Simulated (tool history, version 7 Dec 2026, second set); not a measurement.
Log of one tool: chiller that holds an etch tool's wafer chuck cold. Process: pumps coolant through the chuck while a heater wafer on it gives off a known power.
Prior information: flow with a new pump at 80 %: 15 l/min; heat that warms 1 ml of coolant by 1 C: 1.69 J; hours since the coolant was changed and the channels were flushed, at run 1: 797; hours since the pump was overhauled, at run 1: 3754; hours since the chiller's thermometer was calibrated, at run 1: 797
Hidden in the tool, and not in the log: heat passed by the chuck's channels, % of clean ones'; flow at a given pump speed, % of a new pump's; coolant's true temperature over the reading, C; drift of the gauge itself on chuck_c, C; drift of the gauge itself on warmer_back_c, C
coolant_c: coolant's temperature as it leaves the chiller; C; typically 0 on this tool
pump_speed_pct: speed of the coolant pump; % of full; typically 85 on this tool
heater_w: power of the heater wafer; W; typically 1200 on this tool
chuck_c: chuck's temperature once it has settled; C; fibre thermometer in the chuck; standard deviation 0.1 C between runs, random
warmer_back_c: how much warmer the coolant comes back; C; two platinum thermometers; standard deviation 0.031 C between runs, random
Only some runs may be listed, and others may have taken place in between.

run,hour,coolant_c,pump_speed_pct,heater_w,hours since the coolant was changed and the channels were flushed,hours since the pump was overhauled,hours since the chiller's thermometer was calibrated,chuck_c,warmer_back_c
1,0.0,0,85,1200,797,3754,797,10.2,2.96
2,159.9,-5,85,1200,957,3914,957,5.2,2.98
3,293.4,-5,85,1200,1090,4047,1090,5.5,3.00
4,415.8,0,85,1200,1213,4169,1213,10.4,2.97
5,510.0,0,85,1200,1307,4264,1307,10.6,3.04
6,654.8,0,85,1200,1452,4408,1452,10.7,3.03
7,758.0,0,70,1200,1555,4512,1555,12.5,3.62
8,914.7,0,70,1200,1712,4668,1712,12.6,3.75
9,987.5,0,70,1200,1784,4741,1784,12.7,3.73
10,1103.2,0,70,1200,1900,4857,1900,12.9,3.73
11,1210.0,3,85,1200,2007,4964,2007,14.0,3.15
12,1325.0,3,85,1200,2122,5079,2122,14.0,3.14
13,1408.6,3,85,1200,2205,5162,2205,14.3,3.14
14,1494.8,3,85,1200,2292,5248,2292,14.4,3.15
# hour 1505.8: chiller's thermometer calibrated
15,1586.4,0,85,1200,2382,5339,81,10.8,3.08
16,1712.9,0,85,1200,2509,5466,207,10.9,3.07
17,1820.7,-7,94,1746,2617,5573,315,7.8,4.18
18,1939.8,0,82,752,2736,5692,434,7.1,2.06
19,2058.4,0,82,752,2854,5811,553,7.1,2.01
20,2158.0,-10,82,741,2954,5911,652,-2.8,2.08
21,2252.7,-8,68,622,3049,6005,747,-0.9,2.09
22,2402.3,0,68,1200,3198,6155,896,13.9,4.00
23,2552.9,0,85,1335,3349,6306,1047,12.9,3.57
24,2673.3,0,85,1335,3469,6426,1167,13.1,3.61
25,2750.9,0,85,1335,3547,6504,1245,13.2,3.61
# hour 2794.7: coolant pump overhauled
26,2863.0,-3,68,800,3654,68,1352,5.2,2.31
27,2944.2,1,68,1156,3735,149,1433,12.8,3.23
28,3020.5,7,61,1450,3811,226,1510,23.1,4.58
29,3174.0,4,89,1516,3965,379,1663,16.6,3.26
30,3258.8,-2,82,670,4050,464,1748,4.0,1.61
31,3405.8,-2,82,670,4197,611,1895,4.5,1.53
32,3558.6,-7,74,1124,4349,764,2048,4.2,2.96

Table of differences, measured result less the result of that run with no hidden state. Run-to-run variation is the same in both. Gauge scatter possibly is not:
run,chuck_c,warmer_back_c
1,+1.3,+0.30
2,+1.4,+0.31
3,+1.6,+0.33
4,+1.6,+0.34
5,+1.7,+0.36
6,+1.8,+0.36
7,+2.1,+0.46
8,+2.2,+0.47
9,+2.3,+0.49
10,+2.4,+0.50
11,+2.2,+0.42
12,+2.3,+0.44
13,+2.4,+0.45
14,+2.5,+0.45
15,+2.0,+0.46
16,+2.2,+0.47
17,+2.9,+0.63
18,+1.5,+0.32
19,+1.6,+0.33
20,+1.6,+0.33
21,+1.6,+0.34
22,+3.2,+0.67
23,+3.1,+0.62
24,+3.2,+0.64
25,+3.3,+0.65
26,+1.1,+0.01
27,+1.7,+0.02
28,+2.2,+0.04
29,+2.0,+0.05
30,+1.1,+0.02
31,+1.2,+0.03
32,+2.0,+0.07
